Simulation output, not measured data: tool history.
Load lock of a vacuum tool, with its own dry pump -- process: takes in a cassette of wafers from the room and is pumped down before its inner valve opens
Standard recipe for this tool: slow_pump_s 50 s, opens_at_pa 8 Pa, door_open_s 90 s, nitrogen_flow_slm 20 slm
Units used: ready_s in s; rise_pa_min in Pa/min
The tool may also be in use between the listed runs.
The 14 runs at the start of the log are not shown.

| run | hour | slow_pump_s | opens_at_pa | door_open_s | nitrogen_flow_slm | hours that the pump has run since its overhaul | times that the door has closed on its seal | incoming humidity of the room's air, % | ready_s | rise_pa_min |
|---|---|---|---|---|---|---|---|---|---|---|
| 15 | 4086.8 | 50 | 8 | 90 | 20 | 4172 | 8409 | 48.6 | 88.6 | 0.077 |
| 16 | 4463.8 | 50 | 8 | 90 | 5 | 4549 | 9391 | 44.5 | 86.9 | 0.088 |
| 17 | 4708.2 | 50 | 8 | 90 | 5 | 4794 | 10027 | 44.4 | 88.1 | 0.093 |
| 18 | 4966.2 | 50 | 11 | 90 | 5 | 5052 | 10698 | 42.3 | 87.0 | 0.106 |
| 19 | 5229.9 | 61 | 6 | 90 | 22 | 5316 | 11385 | 45.6 | 99.9 | 0.086 |
| 20 | 5577.0 | 46 | 10 | 211 | 5 | 5663 | 12288 | 45.6 | 84.5 | 0.131 |
| 21 | 5884.7 | 46 | 10 | 211 | 5 | 5970 | 13089 | 46.6 | 86.3 | 0.130 |
| 22 | 6161.0 | 50 | 10 | 72 | 10 | 6247 | 13808 | 46.5 | 88.5 | 0.114 |
| 23 | 6374.5 | 77 | 10 | 31 | 7 | 6460 | 14363 | 48.0 | 110.5 | 0.119 |
| 24 | 6625.9 | 77 | 9 | 229 | 7 | 6712 | 15018 | 47.8 | 112.3 | 0.151 |
| 25 | 6951.4 | 77 | 9 | 229 | 7 | 7037 | 15865 | 43.3 | 111.1 | 0.156 |
| 26 | 7353.8 | 77 | 9 | 229 | 7 | 7439 | 16912 | 42.6 | 113.4 | 0.162 |
| 27 | 7647.7 | 71 | 8 | 90 | 20 | 7733 | 17677 | 43.9 | 107.4 | 0.151 |
| 28 | 7990.9 | 71 | 8 | 90 | 20 | 8077 | 18570 | 47.8 | 109.2 | 0.161 |
| 29 | 8279.3 | 31 | 10 | 35 | 20 | 8365 | 19321 | 42.3 | 76.8 | 0.160 |
| 30 | 8461.8 | 31 | 6 | 35 | 20 | 8548 | 19796 | 48.5 | 78.2 | 0.168 |
| 31 | 8719.7 | 30 | 6 | 77 | 29 | 8805 | 20467 | 46.7 | 77.4 | 0.175 |
| 32 | 9029.3 | 50 | 8 | 151 | 20 | 9115 | 21272 | 47.2 | 92.7 | 0.187 |
| 33 | 9356.5 | 50 | 8 | 164 | 22 | 9442 | 22124 | 43.0 | 93.0 | 0.203 |
| 34 | 9712.0 | 66 | 13 | 79 | 11 | 9798 | 23049 | 47.8 | 103.8 | 0.222 |
| 35 | 10119.8 | 66 | 13 | 79 | 11 | 10205 | 24110 | 47.0 | 105.1 | 0.235 |
| 36 | 10406.5 | 66 | 13 | 79 | 11 | 10492 | 24857 | 49.1 | 102.7 | 0.251 |

Each row is a separate what-if for the run after 36, all from the same tool condition, not one after another. Results?
| A | 10626.0 | 50 | 8 | 90 | 17 | 10712 | 25428 | 44.5 | ? | ? |
| B | 10626.0 | 32 | 8 | 213 | 20 | 10712 | 25428 | 46.7 | ? | ? |
| C | 10626.0 | 91 | 9 | 79 | 11 | 10712 | 25428 | 46.2 | ? | ? |

| run | ready_s | rise_pa_min |
|---|---|---|
| A | 93.6 | 0.249 |
| B | 79.6 | 0.256 |
| C | 126.6 | 0.258 |
Take away the tool's hidden state, keep each run's random variation, and the runs would have read:
| run | ready_s | rise_pa_min |
|---|---|---|
| A | 83.6 | 0.026 |
| B | 68.7 | 0.034 |
| C | 118.5 | 0.034 |
